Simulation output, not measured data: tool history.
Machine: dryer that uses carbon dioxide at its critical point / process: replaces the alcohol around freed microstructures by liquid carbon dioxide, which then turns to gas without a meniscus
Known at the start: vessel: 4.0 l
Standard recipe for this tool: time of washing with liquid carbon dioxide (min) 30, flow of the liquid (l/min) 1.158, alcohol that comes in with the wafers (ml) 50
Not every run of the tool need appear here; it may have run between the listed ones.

| run | hour | time of washing with liquid carbon dioxide (min) | flow of the liquid (l/min) | alcohol that comes in with the wafers (ml) | alcohol left in the vessel before it's heated (ppm by volume) |
|---|---|---|---|---|---|
| 1 | 0.0 | 30 | 1.158 | 50 | 64 |
| 2 | 34.5 | 30 | 1.158 | 50 | 70 |
| 3 | 70.4 | 30 | 1.158 | 50 | 77 |
| 4 | 106.6 | 30 | 1.158 | 89 | 70 |
| 5 | 127.4 | 30 | 1.158 | 89 | 88 |
| 6 | 157.1 | 30 | 1.158 | 89 | 83 |
| 7 | 186.7 | 30 | 1.158 | 89 | 86 |
| 8 | 227.3 | 30 | 1.158 | 89 | 90 |
| 9 | 266.5 | 30 | 1.158 | 50 | 89 |
| 10 | 284.5 | 34 | 1.158 | 50 | 98 |
| 11 | 312.9 | 34 | 1.158 | 98 | 94 |
| 12 | 352.5 | 34 | 1.158 | 98 | 100 |
| 13 | 379.3 | 27 | 1.620 | 21 | 96 |
| 14 | 413.0 | 27 | 1.620 | 21 | 99 |

Run 15 is up next; what results do you expect?
| 15 | 434.1 | 43 | 1.960 | 50 | ? |

alcohol left in the vessel before it's heated (ppm by volume): 99
With no hidden state in the tool, this same run would have given alcohol left in the vessel before it's heated (ppm by volume) 4.

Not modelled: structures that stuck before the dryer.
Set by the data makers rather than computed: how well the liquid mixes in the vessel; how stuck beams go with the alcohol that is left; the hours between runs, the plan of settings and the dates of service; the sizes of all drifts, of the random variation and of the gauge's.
